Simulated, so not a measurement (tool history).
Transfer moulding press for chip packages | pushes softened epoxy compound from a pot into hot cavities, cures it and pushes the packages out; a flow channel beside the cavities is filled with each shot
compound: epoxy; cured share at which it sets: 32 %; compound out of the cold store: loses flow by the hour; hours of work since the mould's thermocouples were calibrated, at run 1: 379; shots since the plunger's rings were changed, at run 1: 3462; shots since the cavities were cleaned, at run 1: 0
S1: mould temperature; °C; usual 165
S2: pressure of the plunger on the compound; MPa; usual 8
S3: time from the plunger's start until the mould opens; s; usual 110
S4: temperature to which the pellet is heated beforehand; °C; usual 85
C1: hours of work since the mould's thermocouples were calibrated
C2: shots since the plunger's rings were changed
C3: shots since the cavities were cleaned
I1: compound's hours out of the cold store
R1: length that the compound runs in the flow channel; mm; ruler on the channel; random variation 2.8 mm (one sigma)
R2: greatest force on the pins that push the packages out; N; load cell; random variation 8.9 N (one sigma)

run	hour	S1	S2	S3	S4	C1	C2	C3	I1	R1	R2
1	0	165	8	110	85	379	3462	0	12.6	917	388
# hour 25.4: plunger's sealing rings changed
2	28.6	170	8	110	85	393	27	218	35	786	357
3	65.3	165	8	110	89	413	334	525	13.4	908	391
4	83.8	165	8	110	89	423	488	679	42.6	756	398
5	108.9	165	8	110	85	437	698	889	20.2	874	408
# hour 146.8: cavities cleaned with cleaning compound and waxed
6	149	161	8	110	85	458	1021	19	19.9	882	448
7	178.2	161	8	110	85	474	1264	262	35.5	795	435
8	206	161	8	110	85	489	1496	494	35	802	442
9	236.2	165	7.31	110	85	505	1749	747	34.5	764	407
10	264.7	165	7.31	110	85	521	1987	985	20.4	834	396
11	285.9	165	8	110	85	532	2164	1162	38.7	779	390
# hour 289.4: cavities cleaned with cleaning compound and waxed
12	316.8	165	8	110	85	548	2410	229	29.4	824	400
13	348	165	7.17	110	85	565	2670	489	42	720	384
# hour 375.2: mould's thermocouples calibrated
14	383.4	165	6.21	110	85	4	2949	768	37.8	684	381
15	401.6	165	6.35	143	85	14	3102	921	15.2	803	357
# hour 434.4: cavities cleaned with cleaning compound and waxed
16	443	165	8	126	85	36	3435	73	37.3	783	358
17	461.1	165	6.41	126	75	46	3586	224	19.1	789	383
# hour 471.8: plunger's sealing rings changed
18	490.2	165	6.41	126	75	60	153	446	44.8	667	382
19	510.2	165	8	94	89	71	320	613	45	742	435
20	545.6	165	8	94	89	91	616	909	28	835	467
21	563.1	165	6.56	110	85	100	762	1055	33.3	727	409
# hour 580.1: cavities cleaned with cleaning compound and waxed
22	590.3	166	9.53	118	80	114	977	85	46.5	802	365
23	629.5	172	8	96	85	135	1304	412	22.9	841	369
24	662.8	165	8	110	77	154	1582	690	41	764	383
25	687	165	8	110	77	167	1785	893	10.7	931	403
26	715.6	165	8	110	77	182	2024	1132	10.9	924	399
# hour 725.7: cavities cleaned with cleaning compound and waxed
27	752.8	165	8	110	77	202	2322	226	46.7	736	389
28	776.5	165	8	112	90	215	2519	423	41.3	764	387

Forecast each of these 5 alternatives for the next run:
A	807.3	166	8	102	95	231	2777	681	13.6	?	?
B	807.3	163	9.37	130	90	231	2777	681	21.3	?	?
C	807.3	173	8	117	85	231	2777	681	38.3	?	?
D	807.3	165	8	112	93	231	2777	681	20.5	?	?
E	807.3	169	8	112	90	231	2777	681	10.3	?	?

run	R1	R2
A	902	399
B	944	379
C	760	344
D	870	387
E	916	362
Without the tool's hidden state the same runs would have given:
run	R1	R2
A	902	396
B	945	376
C	760	342
D	870	384
E	916	359
